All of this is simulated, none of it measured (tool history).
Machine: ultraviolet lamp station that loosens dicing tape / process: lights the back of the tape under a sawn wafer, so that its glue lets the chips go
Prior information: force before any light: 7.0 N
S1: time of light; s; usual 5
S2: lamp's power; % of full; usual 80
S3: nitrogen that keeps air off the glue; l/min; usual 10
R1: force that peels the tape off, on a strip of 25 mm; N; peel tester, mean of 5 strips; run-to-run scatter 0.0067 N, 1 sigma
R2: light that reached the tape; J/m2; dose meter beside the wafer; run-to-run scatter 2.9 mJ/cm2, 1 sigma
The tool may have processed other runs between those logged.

run 1 day=0.000 | S1=5 S2=80 S3=10 | R1=0.228 R2=4160
run 2 day=1.704 | S1=5 S2=80 S3=11 | R1=0.213 R2=4180
run 3 day=3.258 | S1=5 S2=80 S3=11 | R1=0.207 R2=4230
run 4 day=5.992 | S1=5 S2=80 S3=11 | R1=0.209 R2=4170
run 5 day=8.304 | S1=5 S2=80 S3=11 | R1=0.209 R2=4170
run 6 day=10.592 | S1=5 S2=80 S3=10 | R1=0.215 R2=4160
run 7 day=12.525 | S1=5 S2=64 S3=10 | R1=0.359 R2=3340
-- day=12.796 lamp changed
run 8 day=14.517 | S1=5 S2=64 S3=10 | R1=0.372 R2=3330
run 9 day=16.208 | S1=3 S2=80 S3=10 | R1=0.711 R2=2520
run 10 day=18.262 | S1=5 S2=94 S3=10 | R1=0.165 R2=4940
run 11 day=19.825 | S1=5 S2=80 S3=10 | R1=0.222 R2=4180
run 12 day=21.396 | S1=5 S2=80 S3=10 | R1=0.228 R2=4190
run 13 day=22.842 | S1=5 S2=80 S3=10 | R1=0.220 R2=4140
run 14 day=24.033 | S1=5 S2=80 S3=10 | R1=0.228 R2=4170
run 15 day=25.312 | S1=5 S2=80 S3=10 | R1=0.222 R2=4130
-- day=26.646 window cleaned of glue's vapour
run 16 day=27.204 | S1=5 S2=80 S3=10 | R1=0.224 R2=4220
run 17 day=29.121 | S1=5 S2=80 S3=10 | R1=0.220 R2=4160
run 18 day=30.667 | S1=5 S2=80 S3=10 | R1=0.215 R2=4180
run 19 day=32.979 | S1=5 S2=80 S3=10 | R1=0.223 R2=4140
run 20 day=35.083 | S1=5 S2=80 S3=12 | R1=0.192 R2=4180
run 21 day=37.783 | S1=5 S2=80 S3=12 | R1=0.189 R2=4170
run 22 day=39.850 | S1=5 S2=80 S3=4 | R1=0.427 R2=4170
run 23 day=41.700 | S1=5 S2=80 S3=4 | R1=0.409 R2=4150
run 24 day=42.958 | S1=5 S2=80 S3=4 | R1=0.424 R2=4150
run 25 day=45.425 | S1=6 S2=61 S3=10 | R1=0.276 R2=3820
run 26 day=47.954 | S1=5 S2=86 S3=10 | R1=0.193 R2=4490
run 27 day=49.942 | S1=5 S2=86 S3=11 | R1=0.184 R2=4530
run 28 day=51.158 | S1=8 S2=65 S3=20 | R1=0.119 R2=5410
run 29 day=53.225 | S1=3 S2=65 S3=20 | R1=0.795 R2=2070
run 30 day=54.617 | S1=3 S2=65 S3=20 | R1=0.805 R2=2010
run 31 day=56.583 | S1=3 S2=73 S3=4 | R1=1.368 R2=2280
run 32 day=57.846 | S1=3 S2=73 S3=4 | R1=1.339 R2=2290
run 33 day=59.896 | S1=4 S2=80 S3=12 | R1=0.340 R2=3340
-- day=60.571 window cleaned of glue's vapour
run 34 day=61.888 | S1=3 S2=60 S3=4 | R1=1.914 R2=1890
run 35 day=63.154 | S1=3 S2=86 S3=4 | R1=1.110 R2=2670
run 36 day=65.188 | S1=8 S2=94 S3=4 | R1=0.120 R2=7890
run 37 day=66.642 | S1=8 S2=80 S3=19 | R1=0.104 R2=6680
run 38 day=68.817 | S1=6 S2=63 S3=4 | R1=0.489 R2=3950
run 39 day=70.579 | S1=2 S2=87 S3=10 | R1=1.317 R2=1800
run 40 day=71.812 | S1=2 S2=87 S3=10 | R1=1.302 R2=1840
run 41 day=73.296 | S1=9 S2=99 S3=10 | R1=0.098 R2=9230
run 42 day=74.575 | S1=4 S2=80 S3=4 | R1=0.693 R2=3310

Predict each of these 3 candidate next runs independently; none follows another, all start after run 42:
run A day=76.171 | S1=3 S2=95 S3=10 | R1=? R2=?
run B day=76.171 | S1=5 S2=81 S3=4 | R1=? R2=?
run C day=76.171 | S1=5 S2=68 S3=4 | R1=? R2=?

run=A R1=0.490 R2=3010
run=B R1=0.401 R2=4210
run=C R1=0.633 R2=3500
With the hidden condition removed and each run's random variation left untouched, the same runs would have given:
run=A R1=0.486 R2=3020
run=B R1=0.398 R2=4230
run=C R1=0.627 R2=3520
